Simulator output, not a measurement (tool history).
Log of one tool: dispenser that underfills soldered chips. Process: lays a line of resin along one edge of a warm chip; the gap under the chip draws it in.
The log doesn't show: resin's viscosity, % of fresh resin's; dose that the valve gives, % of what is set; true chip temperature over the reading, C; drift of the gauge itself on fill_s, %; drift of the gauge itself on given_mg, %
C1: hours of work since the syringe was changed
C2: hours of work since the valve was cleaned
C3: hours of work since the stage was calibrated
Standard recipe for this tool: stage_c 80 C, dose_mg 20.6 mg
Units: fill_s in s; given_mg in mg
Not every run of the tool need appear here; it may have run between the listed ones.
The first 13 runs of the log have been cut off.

-- hour=79.8 new syringe of resin
run 14 hour=84.4 | stage_c=80 dose_mg=23.9 | C1=3 C2=37 C3=277 | fill_s=77.8 given_mg=23.66
run 15 hour=88.7 | stage_c=80 dose_mg=23.9 | C1=6 C2=40 C3=280 | fill_s=95.9 given_mg=23.42
-- hour=96.2 new syringe of resin
run 16 hour=96.2 | stage_c=80 dose_mg=23.9 | C1=0 C2=44 C3=284 | fill_s=62.4 given_mg=23.66
run 17 hour=102.2 | stage_c=80 dose_mg=23.9 | C1=4 C2=49 C3=289 | fill_s=83.5 given_mg=23.46
run 18 hour=109.4 | stage_c=80 dose_mg=23.9 | C1=9 C2=53 C3=293 | fill_s=121.5 given_mg=23.56
-- hour=112.7 new syringe of resin
run 19 hour=117.7 | stage_c=86 dose_mg=24.3 | C1=3 C2=59 C3=299 | fill_s=60.4 given_mg=23.66
run 20 hour=124.3 | stage_c=73 dose_mg=19.7 | C1=8 C2=63 C3=303 | fill_s=156.3 given_mg=19.31
run 21 hour=128.4 | stage_c=86 dose_mg=21.2 | C1=11 C2=66 C3=306 | fill_s=102.6 given_mg=20.65
-- hour=129.3 new syringe of resin
run 22 hour=137.4 | stage_c=82 dose_mg=20.6 | C1=5 C2=72 C3=312 | fill_s=84.2 given_mg=20.07
run 23 hour=142.2 | stage_c=80 dose_mg=20.7 | C1=9 C2=75 C3=315 | fill_s=117 given_mg=20.11
-- hour=145.6 new syringe of resin
run 24 hour=146.6 | stage_c=67 dose_mg=18.1 | C1=1 C2=78 C3=318 | fill_s=125.8 given_mg=17.59
run 25 hour=151.1 | stage_c=67 dose_mg=18.1 | C1=4 C2=81 C3=321 | fill_s=155.7 given_mg=17.56
run 26 hour=160.6 | stage_c=67 dose_mg=18.1 | C1=10 C2=87 C3=327 | fill_s=251.7 given_mg=17.64
-- hour=161.9 new syringe of resin
run 27 hour=165.5 | stage_c=80 dose_mg=25.7 | C1=2 C2=90 C3=330 | fill_s=74.7 given_mg=24.86
run 28 hour=175 | stage_c=78 dose_mg=22.2 | C1=9 C2=97 C3=337 | fill_s=132.6 given_mg=21.44
-- hour=178.4 new syringe of resin
run 29 hour=181.1 | stage_c=78 dose_mg=22.2 | C1=2 C2=101 C3=341 | fill_s=76.5 given_mg=21.33
run 30 hour=186.1 | stage_c=78 dose_mg=22.2 | C1=5 C2=104 C3=344 | fill_s=98.6 given_mg=21.43
run 31 hour=192.5 | stage_c=72 dose_mg=24.2 | C1=9 C2=108 C3=348 | fill_s=180.9 given_mg=23.29
-- hour=194.3 dispensing valve cleaned and set on the balance
-- hour=196 new syringe of resin
run 32 hour=202.4 | stage_c=86 dose_mg=26.6 | C1=4 C2=5 C3=354 | fill_s=67.3 given_mg=26.57
run 33 hour=209.3 | stage_c=67 dose_mg=20.2 | C1=9 C2=10 C3=359 | fill_s=234.7 given_mg=19.97

Consider 5 possible next runs. They are alternatives, not a sequence: every one starts from the tool as it was left by run 33. What does each give?
-- hour=212.7 new syringe of resin
run A hour=218.6 | stage_c=69 dose_mg=19.3 | C1=4 C2=16 C3=365 | fill_s=? given_mg=?
-- hour=212.7 new syringe of resin
run B hour=218.6 | stage_c=88 dose_mg=20.6 | C1=4 C2=16 C3=365 | fill_s=? given_mg=?
-- hour=212.7 new syringe of resin
run C hour=218.6 | stage_c=67 dose_mg=26.7 | C1=4 C2=16 C3=365 | fill_s=? given_mg=?
-- hour=212.7 new syringe of resin
run D hour=218.6 | stage_c=90 dose_mg=25.8 | C1=4 C2=16 C3=365 | fill_s=? given_mg=?
-- hour=212.7 new syringe of resin
run E hour=218.6 | stage_c=71 dose_mg=20.2 | C1=4 C2=16 C3=365 | fill_s=? given_mg=?

run=A fill_s=144 given_mg=19.19
run=B fill_s=58.9 given_mg=20.45
run=C fill_s=155 given_mg=26.4
run=D fill_s=52.8 given_mg=25.57
run=E fill_s=125.8 given_mg=20.15
With no hidden state in the tool, these same runs would have given:
run=A fill_s=102.4 given_mg=19.31
run=B fill_s=42.2 given_mg=20.58
run=C fill_s=110 given_mg=26.58
run=D fill_s=37.8 given_mg=25.73
run=E fill_s=89.4 given_mg=20.28
